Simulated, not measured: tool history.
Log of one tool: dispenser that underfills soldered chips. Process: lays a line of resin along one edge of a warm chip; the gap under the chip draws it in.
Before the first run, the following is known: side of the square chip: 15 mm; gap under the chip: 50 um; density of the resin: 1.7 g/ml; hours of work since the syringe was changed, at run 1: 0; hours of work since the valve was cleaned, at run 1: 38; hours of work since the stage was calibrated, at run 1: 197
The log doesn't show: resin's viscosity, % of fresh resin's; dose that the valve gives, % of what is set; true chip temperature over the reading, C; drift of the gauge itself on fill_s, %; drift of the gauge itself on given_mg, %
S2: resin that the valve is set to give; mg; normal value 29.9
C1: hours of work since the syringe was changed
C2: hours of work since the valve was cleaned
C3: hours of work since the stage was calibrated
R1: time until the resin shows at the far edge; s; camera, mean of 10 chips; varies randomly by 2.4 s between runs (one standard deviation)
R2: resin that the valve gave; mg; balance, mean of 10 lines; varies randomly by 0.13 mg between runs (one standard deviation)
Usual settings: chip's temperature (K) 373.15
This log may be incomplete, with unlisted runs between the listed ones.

run 1 hour=0.0 | chip's_temperature_(K)=373.15 S2=29.9 | C1=0 C2=38 C3=197 | R1=247.0 R2=29.15
run 2 hour=6.8 | chip's_temperature_(K)=373.15 S2=36.0 | C1=5 C2=43 C3=202 | R1=343.8 R2=35.37
-- hour=12.0 new syringe of resin
run 3 hour=15.1 | chip's_temperature_(K)=377.15 S2=29.9 | C1=2 C2=48 C3=207 | R1=262.9 R2=29.34
run 4 hour=19.3 | chip's_temperature_(K)=373.15 S2=26.1 | C1=5 C2=51 C3=210 | R1=376.5 R2=25.37
-- hour=24.0 new syringe of resin
run 5 hour=27.8 | chip's_temperature_(K)=375.15 S2=29.9 | C1=3 C2=56 C3=215 | R1=288.6 R2=29.05
run 6 hour=35.1 | chip's_temperature_(K)=375.15 S2=29.9 | C1=7 C2=61 C3=220 | R1=419.3 R2=28.94
-- hour=36.0 new syringe of resin
run 7 hour=43.5 | chip's_temperature_(K)=361.15 S2=29.9 | C1=5 C2=67 C3=226 | R1=501.2 R2=28.98
-- hour=48.1 new syringe of resin
run 8 hour=48.5 | chip's_temperature_(K)=373.15 S2=29.9 | C1=0 C2=70 C3=229 | R1=244.8 R2=28.81
run 9 hour=54.6 | chip's_temperature_(K)=373.15 S2=29.9 | C1=4 C2=74 C3=233 | R1=336.9 R2=28.77
-- hour=60.3 new syringe of resin
run 10 hour=62.3 | chip's_temperature_(K)=373.15 S2=29.9 | C1=1 C2=79 C3=238 | R1=265.8 R2=28.53
run 11 hour=68.7 | chip's_temperature_(K)=363.15 S2=27.3 | C1=6 C2=83 C3=242 | R1=499.2 R2=26.52
-- hour=72.6 new syringe of resin
run 12 hour=76.5 | chip's_temperature_(K)=363.15 S2=27.3 | C1=3 C2=88 C3=247 | R1=400.4 R2=26.21
run 13 hour=80.9 | chip's_temperature_(K)=363.15 S2=25.7 | C1=6 C2=91 C3=250 | R1=519.1 R2=24.56
-- hour=84.9 new syringe of resin
run 14 hour=86.4 | chip's_temperature_(K)=363.15 S2=25.7 | C1=1 C2=95 C3=254 | R1=365.1 R2=24.74
run 15 hour=93.6 | chip's_temperature_(K)=363.15 S2=25.7 | C1=6 C2=100 C3=259 | R1=531.1 R2=24.39
-- hour=97.3 new syringe of resin
run 16 hour=101.7 | chip's_temperature_(K)=367.15 S2=29.9 | C1=3 C2=105 C3=264 | R1=371.2 R2=28.42
run 17 hour=105.5 | chip's_temperature_(K)=367.15 S2=29.9 | C1=6 C2=108 C3=267 | R1=451.1 R2=28.44
-- hour=109.9 new syringe of resin
run 18 hour=111.3 | chip's_temperature_(K)=367.15 S2=29.9 | C1=1 C2=111 C3=270 | R1=309.8 R2=28.16
run 19 hour=117.4 | chip's_temperature_(K)=368.15 S2=32.4 | C1=5 C2=115 C3=275 | R1=402.5 R2=30.60
-- hour=122.0 new syringe of resin
run 20 hour=122.4 | chip's_temperature_(K)=387.15 S2=37.2 | C1=0 C2=119 C3=278 | R1=169.9 R2=34.97

Below are 3 alternative next runs, each starting from the tool's condition after run 20. Predict each:
run A hour=129.0 | chip's_temperature_(K)=374.15 S2=38.2 | C1=5 C2=123 C3=282 | R1=? R2=?
run B hour=129.0 | chip's_temperature_(K)=361.15 S2=28.5 | C1=5 C2=123 C3=282 | R1=? R2=?
run C hour=129.0 | chip's_temperature_(K)=373.15 S2=27.0 | C1=5 C2=123 C3=282 | R1=? R2=?

run=A R1=330.6 R2=36.14
run=B R1=489.0 R2=26.75
run=C R1=361.0 R2=25.36
What these runs would have given with no unlogged condition in the tool:
run=A R1=221.0 R2=38.36
run=B R1=322.8 R2=28.40
run=C R1=238.3 R2=26.93

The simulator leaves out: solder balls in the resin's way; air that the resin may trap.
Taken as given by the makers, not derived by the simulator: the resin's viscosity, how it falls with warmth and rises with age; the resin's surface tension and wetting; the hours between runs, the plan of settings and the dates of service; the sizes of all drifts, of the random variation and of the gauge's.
